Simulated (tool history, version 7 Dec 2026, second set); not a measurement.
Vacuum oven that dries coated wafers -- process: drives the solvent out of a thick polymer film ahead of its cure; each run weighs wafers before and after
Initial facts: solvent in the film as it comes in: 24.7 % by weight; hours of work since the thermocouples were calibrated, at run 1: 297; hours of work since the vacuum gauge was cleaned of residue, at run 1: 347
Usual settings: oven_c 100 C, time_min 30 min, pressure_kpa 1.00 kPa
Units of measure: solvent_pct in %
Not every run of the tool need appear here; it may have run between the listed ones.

run   hour  oven_c  time_min  pressure_kpa  hours of work since the thermocouples were calibrated  hours of work since the vacuum gauge was cleaned of residue  solvent_pct
  1    0.0     100        30          1.00                                                    297                                                          347         5.60
  2   24.0     100        30          1.00                                                    314                                                          364         5.58
  3   50.2     100        30          1.00                                                    332                                                          383         5.68
  4   68.5     114        30          1.00                                                    345                                                          396         1.51
  5   94.8     100        19          1.00                                                    364                                                          415         8.83
  6  116.7     100        19          1.00                                                    379                                                          430         8.71
  7  144.3     100        30          0.56                                                    399                                                          449         5.30
  8  172.5     100        30          0.56                                                    418                                                          469         5.22
  9  187.4     108        30          1.00                                                    429                                                          480         2.77

What will run 10 give?
     192.3  -- oven's thermocouples calibrated
 10  209.6     103        30          0.67                                                     12                                                          494            ?

{"run 10": {"solvent_pct": 3.83}}
On a tool with no hidden condition, and with the same random variation, this run would have come out at solvent_pct 4.63 %.
